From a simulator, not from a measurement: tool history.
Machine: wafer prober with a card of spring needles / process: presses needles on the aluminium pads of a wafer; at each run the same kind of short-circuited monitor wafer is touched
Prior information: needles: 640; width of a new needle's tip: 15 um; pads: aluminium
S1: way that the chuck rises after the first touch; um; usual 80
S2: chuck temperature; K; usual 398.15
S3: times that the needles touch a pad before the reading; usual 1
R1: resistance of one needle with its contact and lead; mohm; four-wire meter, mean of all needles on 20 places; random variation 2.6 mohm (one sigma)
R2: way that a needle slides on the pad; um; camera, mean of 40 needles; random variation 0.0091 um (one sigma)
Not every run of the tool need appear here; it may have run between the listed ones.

| run | hour | S1 | S2 | S3 | R1 | R2 |
|---|---|---|---|---|---|---|
| 1 | 0.0 | 80 | 398.15 | 1 | 329 | 15.026 |
|  | 11.6 | tips cleaned on abrasive film |
| 2 | 20.1 | 80 | 312.15 | 1 | 315 | 15.028 |
|  | 30.4 | tips cleaned on abrasive film |
| 3 | 38.4 | 80 | 312.15 | 1 | 310 | 15.009 |
|  | 50.0 | tips cleaned on abrasive film |
| 4 | 51.4 | 80 | 312.15 | 1 | 284 | 15.001 |
| 5 | 67.4 | 67 | 312.15 | 1 | 371 | 12.525 |
|  | 68.7 | tips cleaned on abrasive film |
|  | 70.8 | height of the first contact set anew |
| 6 | 78.4 | 80 | 398.15 | 1 | 338 | 15.138 |
|  | 88.3 | tips cleaned on abrasive film |
| 7 | 94.9 | 80 | 398.15 | 1 | 325 | 15.136 |
| 8 | 105.0 | 80 | 398.15 | 1 | 351 | 15.131 |
|  | 107.6 | tips cleaned on abrasive film |
| 9 | 124.6 | 80 | 398.15 | 1 | 356 | 15.126 |
|  | 126.5 | tips cleaned on abrasive film |
| 10 | 136.8 | 80 | 398.15 | 1 | 337 | 15.094 |
|  | 145.5 | tips cleaned on abrasive film |
| 11 | 155.2 | 80 | 339.15 | 1 | 321 | 15.079 |
|  | 164.4 | tips cleaned on abrasive film |
| 12 | 171.0 | 80 | 398.15 | 1 | 327 | 15.078 |
|  | 184.1 | tips cleaned on abrasive film |
| 13 | 184.1 | 80 | 398.15 | 1 | 302 | 15.082 |
|  | 202.7 | tips cleaned on abrasive film |
| 14 | 202.7 | 80 | 398.15 | 1 | 297 | 15.059 |
| 15 | 217.4 | 80 | 398.15 | 1 | 347 | 15.045 |
|  | 222.8 | tips cleaned on abrasive film |
| 16 | 229.1 | 80 | 398.15 | 1 | 326 | 15.037 |
|  | 241.9 | tips cleaned on abrasive film |
| 17 | 242.8 | 85 | 398.15 | 2 | 303 | 15.990 |
|  | 260.6 | tips cleaned on abrasive film |
| 18 | 263.6 | 85 | 398.15 | 2 | 306 | 15.973 |
| 19 | 275.7 | 85 | 398.15 | 2 | 326 | 15.948 |
|  | 279.9 | tips cleaned on abrasive film |
| 20 | 297.1 | 93 | 334.15 | 1 | 329 | 17.474 |
|  | 299.3 | tips cleaned on abrasive film |
| 21 | 310.0 | 70 | 311.15 | 2 | 314 | 13.092 |
|  | 318.4 | tips cleaned on abrasive film |
|  | 318.7 | height of the first contact set anew |
| 22 | 330.4 | 80 | 398.15 | 3 | 317 | 15.143 |
|  | 338.5 | tips cleaned on abrasive film |
| 23 | 347.4 | 80 | 332.15 | 2 | 305 | 15.133 |
|  | 358.1 | tips cleaned on abrasive film |
| 24 | 360.5 | 80 | 332.15 | 2 | 286 | 15.109 |
|  | 377.0 | tips cleaned on abrasive film |
| 25 | 377.0 | 80 | 332.15 | 2 | 277 | 15.100 |
|  | 395.7 | tips cleaned on abrasive film |
| 26 | 396.6 | 80 | 332.15 | 2 | 286 | 15.096 |
|  | 415.4 | tips cleaned on abrasive film |
| 27 | 421.1 | 80 | 332.15 | 2 | 298 | 15.073 |
|  | 434.2 | tips cleaned on abrasive film |
| 28 | 443.8 | 76 | 299.15 | 2 | 302 | 14.328 |
|  | 452.7 | tips cleaned on abrasive film |
| 29 | 454.7 | 94 | 303.15 | 1 | 279 | 17.705 |
|  | 472.7 | tips cleaned on abrasive film |
| 30 | 475.7 | 94 | 303.15 | 1 | 284 | 17.686 |
|  | 491.3 | tips cleaned on abrasive film |
| 31 | 495.7 | 91 | 311.15 | 3 | 277 | 17.106 |
|  | 510.0 | tips cleaned on abrasive film |
| 32 | 517.0 | 72 | 343.15 | 1 | 333 | 13.502 |

Branching from run 32: 4 alternative next runs. What would each branch give?
|  | 528.7 | tips cleaned on abrasive film |
| A | 534.1 | 82 | 307.15 | 2 | ? | ? |
|  | 528.7 | tips cleaned on abrasive film |
| B | 534.1 | 93 | 344.15 | 1 | ? | ? |
|  | 528.7 | tips cleaned on abrasive film |
| C | 534.1 | 96 | 379.15 | 1 | ? | ? |
|  | 528.7 | tips cleaned on abrasive film |
| D | 534.1 | 72 | 343.15 | 3 | ? | ? |

| run | R1 | R2 |
|---|---|---|
| A | 288 | 15.387 |
| B | 302 | 17.463 |
| C | 311 | 18.029 |
| D | 291 | 13.484 |
With no hidden state in the tool, these same runs would have given:
| run | R1 | R2 |
|---|---|---|
| A | 268 | 15.523 |
| B | 277 | 17.600 |
| C | 288 | 18.165 |
| D | 276 | 13.621 |

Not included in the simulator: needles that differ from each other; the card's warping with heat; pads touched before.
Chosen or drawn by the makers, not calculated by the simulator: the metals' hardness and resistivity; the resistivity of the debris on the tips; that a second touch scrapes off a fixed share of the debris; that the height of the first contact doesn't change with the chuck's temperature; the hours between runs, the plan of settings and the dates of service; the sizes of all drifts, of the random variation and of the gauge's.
